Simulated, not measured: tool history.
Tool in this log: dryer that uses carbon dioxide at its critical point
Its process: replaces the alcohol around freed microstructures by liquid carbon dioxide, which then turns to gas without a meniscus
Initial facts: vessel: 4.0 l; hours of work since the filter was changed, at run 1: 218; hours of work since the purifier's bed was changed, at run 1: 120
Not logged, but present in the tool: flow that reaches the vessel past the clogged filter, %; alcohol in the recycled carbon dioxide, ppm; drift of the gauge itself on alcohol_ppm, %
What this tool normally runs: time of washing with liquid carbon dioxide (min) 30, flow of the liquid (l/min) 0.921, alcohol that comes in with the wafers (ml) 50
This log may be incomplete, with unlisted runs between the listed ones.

run   hour  time of washing with liquid carbon dioxide (min)  flow of the liquid (l/min)  alcohol that comes in with the wafers (ml)  hours of work since the filter was changed  hours of work since the purifier's bed was changed  alcohol left in the vessel before it's heated (ppm by volume)
  1    0.0                                                30                       0.921                                          50                                         218                                                 120                                                            105
  2   28.3                                                30                       1.227                                          50                                         228                                                 131                                                             55
  3   52.4                                                30                       1.227                                          50                                         237                                                 139                                                             56
  4   88.4                                                30                       1.227                                          50                                         250                                                 152                                                             61
  5  118.4                                                30                       1.227                                          50                                         260                                                 163                                                             61
  6  155.9                                                30                       1.227                                          50                                         274                                                 176                                                             65
  7  191.6                                                30                       0.921                                          26                                         286                                                 189                                                             90
  8  213.3                                                30                       0.921                                         106                                         294                                                 197                                                            205
  9  242.7                                                30                       0.921                                         106                                         305                                                 207                                                            199
 10  265.9                                                24                       0.921                                          73                                         313                                                 216                                                            340
 11  284.1                                                24                       0.921                                          73                                         320                                                 222                                                            340
 12  311.9                                                28                       1.113                                          58                                         329                                                 232                                                            118
 13  340.4                                                47                       1.019                                          21                                         340                                                 242                                                             58
 14  371.9                                                30                       0.921                                         106                                         351                                                 253                                                            227
 15  410.1                                                30                       0.921                                         106                                         365                                                 267                                                            222
 16  451.7                                                21                       1.335                                          50                                         379                                                 282                                                            154
 17  479.3                                                40                       1.533                                          71                                         389                                                 292                                                             79
 18  515.8                                                40                       1.533                                          71                                         402                                                 305                                                             77

Some steps in alcohol left in the vessel before it's heated (ppm by volume) between neighbouring runs. How much of each would the tool show without its hidden state too (settings, what came in, random variation), and how much is left for the hidden state, with any gauge scatter that isn't in both results?
Run 11 -> 12: time of washing with liquid carbon dioxide (min) 24 -> 28, flow of the liquid (l/min) 0.921 -> 1.113, alcohol that comes in with the wafers (ml) 73 -> 58. alcohol left in the vessel before it's heated (ppm by volume) -222: hidden state -96, all else -126.
